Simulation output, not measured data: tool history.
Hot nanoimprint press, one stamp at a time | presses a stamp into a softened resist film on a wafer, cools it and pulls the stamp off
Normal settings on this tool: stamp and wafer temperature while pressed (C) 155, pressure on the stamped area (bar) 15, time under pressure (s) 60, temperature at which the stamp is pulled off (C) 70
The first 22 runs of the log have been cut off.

run	hour	stamp and wafer temperature while pressed (C)	pressure on the stamped area (bar)	time under pressure (s)	temperature at which the stamp is pulled off (C)	hours of work since the thermocouple was calibrated	imprints on the stamp's release coat	hours of work since the press's seals were changed	resist left under the stamp's widest pad (angstrom)	greatest force while the stamp is pulled off (N)
23	538.8	155	15	60	77	42	995	209	1298	141
24	560	155	12.1	60	70	59	1052	225	1435	172
25	578.9	148	15.6	70	60	73	1102	240	1542	203
26	594.2	158	15	119	64	85	1143	252	902	184
27	624.8	146	16.2	50	60	109	1224	276	1739	202
28	641.6	155	11.6	60	69	122	1269	289	1448	171
29	657.3	156	15	100	70	134	1311	301	1046	167
30	683.2	156	15	100	70	154	1380	321	1045	172

4 ways to go on from here, each from the tool as it stands after run 30. What would each give?
A	696.5	148	15	100	62	164	1415	331	?	?
B	696.5	155	12.6	43	70	164	1415	331	?	?
C	696.5	166	15	32	70	164	1415	331	?	?
D	696.5	157	11.8	75	70	164	1415	331	?	?

run	resist left under the stamp's widest pad (angstrom)	greatest force while the stamp is pulled off (N)
A	1371	207
B	1543	171
C	1181	165
D	1249	162
What these runs would have given with no unlogged condition in the tool:
run	resist left under the stamp's widest pad (angstrom)	greatest force while the stamp is pulled off (N)
A	1371	206
B	1543	170
C	1181	164
D	1249	161
